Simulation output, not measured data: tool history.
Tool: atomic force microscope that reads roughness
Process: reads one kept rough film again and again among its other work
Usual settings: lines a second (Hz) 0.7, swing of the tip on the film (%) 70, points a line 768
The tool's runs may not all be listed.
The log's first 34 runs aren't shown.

| run | hour | lines a second (Hz) | swing of the tip on the film (%) | points a line | pictures with this tip | hours of work since the height scale was calibrated | roughness of the kept film (nm (root mean square)) |
|---|---|---|---|---|---|---|---|
| 35 | 212.9 | 2.933 | 71 | 989 | 26 | 291 | 2.829 |
| 36 | 222.2 | 1.006 | 68 | 388 | 42 | 298 | 3.222 |
| 37 | 230.6 | 1.554 | 80 | 348 | 57 | 304 | 2.888 |
| 38 | 239.7 | 2.555 | 88 | 560 | 72 | 311 | 2.397 |
| 39 | 244.9 | 2.555 | 88 | 560 | 81 | 315 | 2.401 |
| 40 | 252.8 | 3.118 | 88 | 560 | 95 | 320 | 2.239 |
| 41 | 257.7 | 3.118 | 88 | 560 | 103 | 324 | 2.233 |
| 42 | 262.3 | 3.12 | 70 | 310 | 111 | 327 | 2.814 |
|  | 264.8 | new tip fitted |
| 43 | 271.2 | 0.7 | 71 | 768 | 11 | 333 | 3.237 |
| 44 | 278.4 | 0.516 | 56 | 435 | 24 | 339 | 3.375 |
| 45 | 287.5 | 0.516 | 56 | 435 | 39 | 345 | 3.37 |
| 46 | 296.4 | 0.516 | 56 | 435 | 54 | 352 | 3.363 |
| 47 | 303.6 | 0.516 | 56 | 435 | 67 | 357 | 3.376 |
| 48 | 309 | 0.516 | 56 | 435 | 76 | 361 | 3.36 |
| 49 | 315.9 | 0.607 | 72 | 508 | 88 | 366 | 3.256 |
| 50 | 322.9 | 0.607 | 72 | 508 | 100 | 371 | 3.243 |

Forecast each of these 4 alternatives for the next run:
|  | 331.6 | new tip fitted |
| A | 331.9 | 0.607 | 72 | 708 | 0 | 377 | ? |
|  | 331.6 | new tip fitted |
| B | 331.9 | 0.7 | 78 | 672 | 0 | 377 | ? |
|  | 331.6 | new tip fitted |
| C | 331.9 | 2.806 | 75 | 549 | 0 | 377 | ? |
|  | 331.6 | new tip fitted |
| D | 331.9 | 2.731 | 72 | 347 | 0 | 377 | ? |

| run | roughness of the kept film (nm (root mean square)) |
|---|---|
| A | 3.282 |
| B | 3.156 |
| C | 2.738 |
| D | 2.822 |
Without the tool's hidden state the same runs would have given:
| run | roughness of the kept film (nm (root mean square)) |
|---|---|
| A | 3.283 |
| B | 3.156 |
| C | 2.739 |
| D | 2.823 |
